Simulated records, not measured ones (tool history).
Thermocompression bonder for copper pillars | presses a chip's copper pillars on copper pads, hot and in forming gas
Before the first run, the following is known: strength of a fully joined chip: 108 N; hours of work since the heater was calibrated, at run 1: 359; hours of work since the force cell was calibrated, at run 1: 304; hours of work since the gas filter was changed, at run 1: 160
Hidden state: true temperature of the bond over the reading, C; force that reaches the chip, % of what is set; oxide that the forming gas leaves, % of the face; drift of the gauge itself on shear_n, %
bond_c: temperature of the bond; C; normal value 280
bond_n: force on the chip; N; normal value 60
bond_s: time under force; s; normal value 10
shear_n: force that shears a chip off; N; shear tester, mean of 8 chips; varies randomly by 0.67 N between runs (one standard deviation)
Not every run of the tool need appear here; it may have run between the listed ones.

run   hour  bond_c  bond_n  bond_s  hours of work since the heater was calibrated  hours of work since the force cell was calibrated  hours of work since the gas filter was changed  shear_n
  1      0     280      60      10                                            359                                                304                                             160     48.4
  2   18.2     284      60      10                                            369                                                314                                             170     52.4
      31.3  -- forming gas filter changed
  3   36.7     280      60      10                                            379                                                324                                               3     50.2
  4   60.4     280      60      10                                            392                                                336                                              16     48.2
  5   72.5     280      60      24                                            398                                                343                                              22     65.4
  6     91     252      60      10                                            408                                                353                                              32     31.1
  7  104.5     252      60      10                                            416                                                360                                              40     30.9
  8  115.2     280      60      10                                            421                                                366                                              45     50.2
  9  137.1     280      60      10                                            433                                                378                                              57       49
 10  155.2     280      60      10                                            443                                                388                                              67       50
 11  168.5     280      60      10                                            450                                                395                                              74     48.9
 12  186.9     280      60      10                                            460                                                405                                              84     49.2
 13  197.8     280      60      10                                            466                                                410                                              90       49
 14  220.5     280      60      10                                            478                                                423                                             102     49.2
 15  242.8     280      38      17                                            490                                                435                                             114     36.7
 16  267.6     280      38      17                                            504                                                448                                             128     35.4
 17  278.1     280      45       7                                            509                                                454                                             133       30
 18  295.9     280      45       7                                            519                                                463                                             143     30.3
 19  314.8     280      45       7                                            529                                                474                                             153     29.9
 20  329.6     254      45       7                                            537                                                482                                             161       19
 21  340.2     301      41      26                                            543                                                487                                             167     60.9
     359.6  -- forming gas filter changed
 22  359.6     306      78       6                                            553                                                498                                               0     74.9
 23  384.3     306      78       6                                            566                                                511                                              13     72.8
 24  397.6     310      49      18                                            573                                                518                                              20       72
 25  415.3     280      83       6                                            583                                                528                                              30     57.3
 26  438.3     300      78       8                                            595                                                540                                              42       72
 27  461.6     274      89      16                                            608                                                553                                              55     75.8
 28  486.9     257      53      16                                            622                                                566                                              69     34.4

Measured less the same run without the tool's hidden state. The same run-to-run variation is in both; the gauge's scatter may not be:
run  shear_n
  1     -3.3
  2     -3.6
  3     -1.6
  4     -1.8
  5     -2.1
  6     -1.6
  7     -1.7
  8     -2.2
  9     -2.3
 10     -2.4
 11     -2.6
 12     -2.6
 13     -2.7
 14       -3
 15     -2.5
 16     -2.6
 17     -2.4
 18     -2.4
 19     -2.5
 20     -1.8
 21     -4.3
 22       -2
 23     -2.3
 24     -2.4
 25     -2.8
 26     -2.8
 27     -3.5
 28     -2.7
